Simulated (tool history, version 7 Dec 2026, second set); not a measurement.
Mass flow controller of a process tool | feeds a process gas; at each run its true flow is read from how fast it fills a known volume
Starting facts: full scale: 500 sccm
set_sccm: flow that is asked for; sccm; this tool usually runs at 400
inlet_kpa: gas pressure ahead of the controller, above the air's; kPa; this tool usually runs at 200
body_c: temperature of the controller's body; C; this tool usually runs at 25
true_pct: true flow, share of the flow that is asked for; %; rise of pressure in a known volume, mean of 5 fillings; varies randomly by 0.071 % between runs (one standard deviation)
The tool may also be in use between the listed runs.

{"run": 1, "hour": 0.0, "set_sccm": 400, "inlet_kpa": 200, "body_c": 25, "true_pct": 99.46}
{"run": 2, "hour": 216.6, "set_sccm": 400, "inlet_kpa": 200, "body_c": 25, "true_pct": 99.44}
{"run": 3, "hour": 314.7, "set_sccm": 400, "inlet_kpa": 200, "body_c": 25, "true_pct": 99.46}
{"run": 4, "hour": 451.5, "set_sccm": 400, "inlet_kpa": 200, "body_c": 25, "true_pct": 99.52}
{"run": 5, "hour": 675.5, "set_sccm": 400, "inlet_kpa": 200, "body_c": 25, "true_pct": 99.44}
{"run": 6, "hour": 849.2, "set_sccm": 400, "inlet_kpa": 216, "body_c": 25, "true_pct": 99.59}
{"run": 7, "hour": 1014.9, "set_sccm": 400, "inlet_kpa": 216, "body_c": 25, "true_pct": 99.57}
{"run": 8, "hour": 1201.9, "set_sccm": 400, "inlet_kpa": 216, "body_c": 25, "true_pct": 99.56}
{"run": 9, "hour": 1361.8, "set_sccm": 400, "inlet_kpa": 216, "body_c": 25, "true_pct": 99.69}
{"run": 10, "hour": 1507.9, "set_sccm": 400, "inlet_kpa": 216, "body_c": 25, "true_pct": 99.64}
{"run": 11, "hour": 1635.5, "set_sccm": 400, "inlet_kpa": 216, "body_c": 25, "true_pct": 99.57}
{"run": 12, "hour": 1759.2, "set_sccm": 400, "inlet_kpa": 200, "body_c": 25, "true_pct": 99.41}
{"run": 13, "hour": 1976.7, "set_sccm": 400, "inlet_kpa": 200, "body_c": 25, "true_pct": 99.45}
{"run": 14, "hour": 2166.7, "set_sccm": 400, "inlet_kpa": 200, "body_c": 22, "true_pct": 99.75}
{"run": 15, "hour": 2363.6, "set_sccm": 393, "inlet_kpa": 195, "body_c": 22, "true_pct": 99.69}
{"run": 16, "hour": 2537.8, "set_sccm": 393, "inlet_kpa": 195, "body_c": 22, "true_pct": 99.57}
{"run": 17, "hour": 2684.8, "set_sccm": 63, "inlet_kpa": 204, "body_c": 37, "true_pct": 96.7}
{"run": 18, "hour": 2894.7, "set_sccm": 104, "inlet_kpa": 200, "body_c": 37, "true_pct": 96.85}
{"run": 19, "hour": 3067.2, "set_sccm": 104, "inlet_kpa": 200, "body_c": 37, "true_pct": 96.87}
{"run": 20, "hour": 3264.5, "set_sccm": 104, "inlet_kpa": 200, "body_c": 37, "true_pct": 96.93}

Run 21, settings as shown, results not yet in. Your forecast:
{"run": 21, "hour": 3407.5, "set_sccm": 104, "inlet_kpa": 200, "body_c": 37, "true_pct": "?"}

true_pct: 96.87 %
The same run, on a tool lacking any hidden state, would have yielded true_pct 96.88 %.
